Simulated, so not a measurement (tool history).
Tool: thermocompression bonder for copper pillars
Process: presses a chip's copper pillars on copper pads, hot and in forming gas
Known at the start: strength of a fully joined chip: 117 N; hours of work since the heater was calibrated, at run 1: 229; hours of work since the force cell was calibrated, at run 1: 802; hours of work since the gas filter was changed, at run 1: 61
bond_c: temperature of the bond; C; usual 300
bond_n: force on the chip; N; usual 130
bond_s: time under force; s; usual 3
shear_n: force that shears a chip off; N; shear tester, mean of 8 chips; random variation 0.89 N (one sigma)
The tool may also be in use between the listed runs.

run    hour  bond_c  bond_n  bond_s  hours of work since the heater was calibrated  hours of work since the force cell was calibrated  hours of work since the gas filter was changed  shear_n
  1       0     300     130       3                                            229                                                802                                              61     81.9
       41.2  -- force cell calibrated
  2    94.7     300     130       3                                            288                                                 34                                             120     71.7
  3   139.9     300     130       3                                            317                                                 63                                             149     75.3
  4   220.2     300     130       4                                            368                                                114                                             200     77.4
  5   281.1     300     130       4                                            407                                                152                                             239     79.4
  6   328.6     300     130       4                                            437                                                183                                             269     77.3
  7   389.8     300     130       4                                            476                                                222                                             308     78.4
  8   481.8     300     155       3                                            534                                                280                                             366     82.1
      495.5  -- forming gas filter changed
  9   572.4     300     155       3                                            591                                                337                                              49     90.6
 10   663.4     314     155       3                                            649                                                395                                             107     97.9
 11   731.3     300     130       3                                            692                                                438                                             150     81.1
 12   781.9     300     130       3                                            724                                                470                                             182     78.6
 13   821.3     300     130       3                                            750                                                495                                             207     77.5
 14   877.2     300     195       3                                            785                                                531                                             243     97.2
 15   929.4     300     195       3                                            818                                                564                                             276     98.4
 16  1022.2     320     195       3                                            877                                                623                                             335    103.7
     1083.7  -- forming gas filter changed
 17  1108.8     320     195       3                                            932                                                678                                              16    112.5
 18  1150.3     320     174       3                                            958                                                704                                              42    109.1
 19  1242.2     288     130       3                                           1017                                                763                                             101     76.8
 20  1300.1     288     130       3                                           1053                                                799                                             138     76.7
     1345.3  -- force cell calibrated
 21    1352     288     130       3                                           1085                                                  4                                             170     71.7
 22  1393.2     327      91       3                                           1112                                                 30                                             196     81.1
     1403.4  -- heater calibrated with a thermocouple chip
 23  1435.6     276     130       7                                             20                                                 56                                             221       68
 24  1491.2     300      88       3                                             56                                                 91                                             257     48.9
 25  1542.8     285      89       2                                             89                                                124                                             289     33.6
 26    1590     285      89       2                                            119                                                154                                             320     33.7
 27  1634.3     300     148       3                                            147                                                182                                             348       78
     1674.7  -- forming gas filter changed
 28  1674.7     318     114       3                                            172                                                208                                               0     80.4
 29  1733.7     318     114       2                                            210                                                245                                              37     74.8
 30    1807     318     114       2                                            256                                                292                                              84     74.5
 31  1848.7     296      82       3                                            283                                                318                                             111     48.2
 32  1896.3     296      82       3                                            313                                                349                                             141     47.6
 33  1953.2     296      82       3                                            349                                                385                                             177     45.7
 34  2031.9     273     185       6                                            399                                                435                                             227     87.9
 35    2079     301     130       2                                            429                                                465                                             257       68
 36  2155.3     308      93       2                                            477                                                513                                             305     55.7
 37  2216.3     292     121       6                                            516                                                552                                             344     77.5
     2263.5  -- forming gas filter changed
 38  2302.3     284     142       3                                            571                                                606                                              25     74.1
 39  2375.3     320      79       3                                            617                                                653                                              71     69.2
 40  2464.4     324      94       2                                            674                                                709                                             128     71.9

3 ways to go on from here, each from the tool as it stands after run 40. What would each give?
  A  2528.4     300      89       5                                            714                                                750                                             168        ?
  B  2528.4     270      78       6                                            714                                                750                                             168        ?
  C  2528.4     308      94       2                                            714                                                750                                             168        ?

run  shear_n
  A     71.4
  B     43.1
  C     60.2
Without the tool's hidden state the same runs would have given:
run  shear_n
  A     63.2
  B     35.7
  C     52.3
